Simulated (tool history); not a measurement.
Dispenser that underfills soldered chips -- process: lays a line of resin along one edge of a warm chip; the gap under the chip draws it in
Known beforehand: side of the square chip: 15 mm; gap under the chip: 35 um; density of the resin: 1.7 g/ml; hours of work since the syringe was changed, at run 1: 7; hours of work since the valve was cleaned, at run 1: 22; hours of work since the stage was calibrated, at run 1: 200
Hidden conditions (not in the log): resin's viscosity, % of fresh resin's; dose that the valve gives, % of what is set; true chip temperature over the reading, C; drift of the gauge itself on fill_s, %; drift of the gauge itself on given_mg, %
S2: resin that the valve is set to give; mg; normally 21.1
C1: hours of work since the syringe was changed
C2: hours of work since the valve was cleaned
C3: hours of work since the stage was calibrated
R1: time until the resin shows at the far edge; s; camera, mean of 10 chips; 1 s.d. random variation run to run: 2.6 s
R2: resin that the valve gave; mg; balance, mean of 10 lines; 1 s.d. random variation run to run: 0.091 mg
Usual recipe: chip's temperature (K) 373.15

run 1 hour=0 | chip's_temperature_(K)=373.15 S2=21.1 | C1=7 C2=22 C3=200 | R1=380 R2=20.81
-- hour=6.2 new syringe of resin
run 2 hour=7.4 | chip's_temperature_(K)=373.15 S2=21.1 | C1=1 C2=27 C3=205 | R1=276.5 R2=20.82
run 3 hour=13.3 | chip's_temperature_(K)=373.15 S2=21.1 | C1=5 C2=31 C3=209 | R1=339.7 R2=20.73
run 4 hour=16.6 | chip's_temperature_(K)=373.15 S2=21.1 | C1=7 C2=33 C3=211 | R1=382.9 R2=20.89
-- hour=23 new syringe of resin
run 5 hour=23.2 | chip's_temperature_(K)=373.15 S2=25.1 | C1=0 C2=38 C3=216 | R1=261 R2=24.62
run 6 hour=28.3 | chip's_temperature_(K)=373.15 S2=25.1 | C1=4 C2=41 C3=219 | R1=309.8 R2=24.48
run 7 hour=36 | chip's_temperature_(K)=381.15 S2=26.4 | C1=9 C2=47 C3=225 | R1=325.7 R2=25.85
-- hour=39.6 new syringe of resin
run 8 hour=42.5 | chip's_temperature_(K)=381.15 S2=26.4 | C1=2 C2=51 C3=229 | R1=222.4 R2=25.64
run 9 hour=45.8 | chip's_temperature_(K)=381.15 S2=26.4 | C1=4 C2=53 C3=232 | R1=252.4 R2=25.5
run 10 hour=51.7 | chip's_temperature_(K)=383.15 S2=20.5 | C1=9 C2=58 C3=236 | R1=303.4 R2=19.95
-- hour=56.1 new syringe of resin
run 11 hour=58.4 | chip's_temperature_(K)=383.15 S2=21.8 | C1=2 C2=62 C3=240 | R1=212.1 R2=21.05

Forecast each of these 5 alternatives for the next run:
run A hour=65.1 | chip's_temperature_(K)=383.15 S2=19.8 | C1=6 C2=67 C3=245 | R1=? R2=?
run B hour=65.1 | chip's_temperature_(K)=381.15 S2=21.8 | C1=6 C2=67 C3=245 | R1=? R2=?
run C hour=65.1 | chip's_temperature_(K)=372.15 S2=21.8 | C1=6 C2=67 C3=245 | R1=? R2=?
run D hour=65.1 | chip's_temperature_(K)=358.15 S2=21.8 | C1=6 C2=67 C3=245 | R1=? R2=?
run E hour=65.1 | chip's_temperature_(K)=370.15 S2=18.7 | C1=6 C2=67 C3=245 | R1=? R2=?

run=A R1=274.2 R2=19.09
run=B R1=284.5 R2=20.96
run=C R1=383.8 R2=20.84
run=D R1=618.3 R2=21.04
run=E R1=420.3 R2=18.06
What these runs would have given with no unlogged condition in the tool:
run=A R1=186.7 R2=19.81
run=B R1=194.3 R2=21.75
run=C R1=261.6 R2=21.63
run=D R1=419.7 R2=21.83
run=E R1=284.9 R2=18.74
